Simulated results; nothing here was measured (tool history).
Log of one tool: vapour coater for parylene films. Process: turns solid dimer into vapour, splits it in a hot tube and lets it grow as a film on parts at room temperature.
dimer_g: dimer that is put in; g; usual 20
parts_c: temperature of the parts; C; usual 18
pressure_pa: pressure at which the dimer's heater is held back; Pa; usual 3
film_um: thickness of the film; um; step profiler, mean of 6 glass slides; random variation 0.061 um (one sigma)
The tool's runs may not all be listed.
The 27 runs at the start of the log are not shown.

run	hour	dimer_g	parts_c	pressure_pa	film_um
28	1687.2	20	11	11.34	6.77
# hour 1693.9: table's thermometer calibrated
29	1767.6	17	25	4.48	4.4
30	1813.7	21	25	2.47	5.66
# hour 1877.5: trap's valve overhauled
31	1898.4	9	17	2.47	3.27
# hour 1915: table's thermometer calibrated, once more
32	1968.7	20	29	3	5.54
33	2011.8	14	17	4.05	4.86
34	2067.5	14	17	4.05	4.74
35	2134.6	21	11	6.26	7.78
36	2207.8	20	21	2.84	6.27
37	2260.6	20	21	2.84	6.22
38	2349.8	20	21	2.84	5.95
39	2401.3	20	21	2.84	5.96
40	2454.5	20	14	11.06	6.28
41	2527	27	12	3	9.42
# hour 2542.6: trap's valve overhauled
42	2606.9	20	14	3	7.66
43	2675.4	20	28	3	5.61
44	2749.9	16	12	3	6.21
45	2804	20	20	3	6.44
46	2870.7	20	25	3	5.77
47	2926.1	20	25	3	5.67
48	2966.4	20	25	3	5.54

3 options for the next run, each taken on its own from the tool as it stands now. Forecast them:
A	3028.4	18	12	3	?
B	3028.4	20	12	3	?
C	3028.4	20	26	3	?

run	film_um
A	6.52
B	7.29
C	5.44
With no hidden state in the tool, these same runs would have given:
run	film_um
A	7.28
B	8.13
C	6.07

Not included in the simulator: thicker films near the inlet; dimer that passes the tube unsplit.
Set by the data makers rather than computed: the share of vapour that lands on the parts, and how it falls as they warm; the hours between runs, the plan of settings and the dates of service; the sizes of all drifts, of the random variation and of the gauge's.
